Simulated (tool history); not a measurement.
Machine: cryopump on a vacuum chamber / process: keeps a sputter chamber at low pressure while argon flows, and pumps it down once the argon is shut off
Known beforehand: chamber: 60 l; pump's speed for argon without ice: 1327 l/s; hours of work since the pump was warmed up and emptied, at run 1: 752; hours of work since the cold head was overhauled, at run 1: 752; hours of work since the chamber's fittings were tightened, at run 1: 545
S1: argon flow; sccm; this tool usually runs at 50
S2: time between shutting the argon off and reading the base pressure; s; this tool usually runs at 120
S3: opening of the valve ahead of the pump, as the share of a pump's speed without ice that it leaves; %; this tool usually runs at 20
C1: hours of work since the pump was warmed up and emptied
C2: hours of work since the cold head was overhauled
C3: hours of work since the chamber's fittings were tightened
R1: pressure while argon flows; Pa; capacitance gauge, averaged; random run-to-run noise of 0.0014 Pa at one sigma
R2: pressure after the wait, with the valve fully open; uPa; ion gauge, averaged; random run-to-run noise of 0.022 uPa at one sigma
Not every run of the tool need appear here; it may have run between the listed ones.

| run | hour | S1 | S2 | S3 | C1 | C2 | C3 | R1 | R2 |
|---|---|---|---|---|---|---|---|---|---|
| 1 | 0 | 50 | 120 | 20 | 752 | 752 | 545 | 0.3302 | 1.08 |
| 2 | 23.4 | 50 | 120 | 20 | 770 | 770 | 563 | 0.3297 | 1.11 |
| 3 | 37.7 | 50 | 120 | 20 | 782 | 782 | 575 | 0.3327 | 1.11 |
| 4 | 56.7 | 50 | 120 | 20 | 796 | 796 | 590 | 0.3322 | 1.09 |
| 5 | 81 | 50 | 120 | 20 | 815 | 815 | 609 | 0.3347 | 1.14 |
| 6 | 96.2 | 50 | 120 | 20 | 827 | 827 | 620 | 0.3333 | 1.14 |
| 7 | 113.5 | 50 | 126 | 20 | 841 | 841 | 634 | 0.3321 | 1.12 |
| 8 | 131.1 | 50 | 126 | 20 | 855 | 855 | 648 | 0.3317 | 1.17 |
| 9 | 143.9 | 51 | 66 | 32 | 865 | 865 | 658 | 0.2204 | 1.45 |
| 10 | 163.6 | 51 | 66 | 32 | 880 | 880 | 673 | 0.2199 | 1.51 |
| 11 | 188.4 | 51 | 66 | 32 | 900 | 900 | 693 | 0.2202 | 1.54 |

Here are 3 independent what-if runs from the current tool condition. What would each one return?
| A | 213.3 | 24 | 21 | 32 | 919 | 919 | 712 | ? | ? |
| B | 213.3 | 74 | 67 | 30 | 919 | 919 | 712 | ? | ? |
| C | 213.3 | 90 | 164 | 37 | 919 | 919 | 712 | ? | ? |

| run | R1 | R2 |
|---|---|---|
| A | 0.1051 | 3.32 |
| B | 0.3386 | 1.56 |
| C | 0.3413 | 1.1 |
The same runs, with their run-to-run variation unchanged, on a tool lacking any hidden condition would have given:
| run | R1 | R2 |
|---|---|---|
| A | 0.097 | 2.75 |
| B | 0.3138 | 0.99 |
| C | 0.3111 | 0.53 |
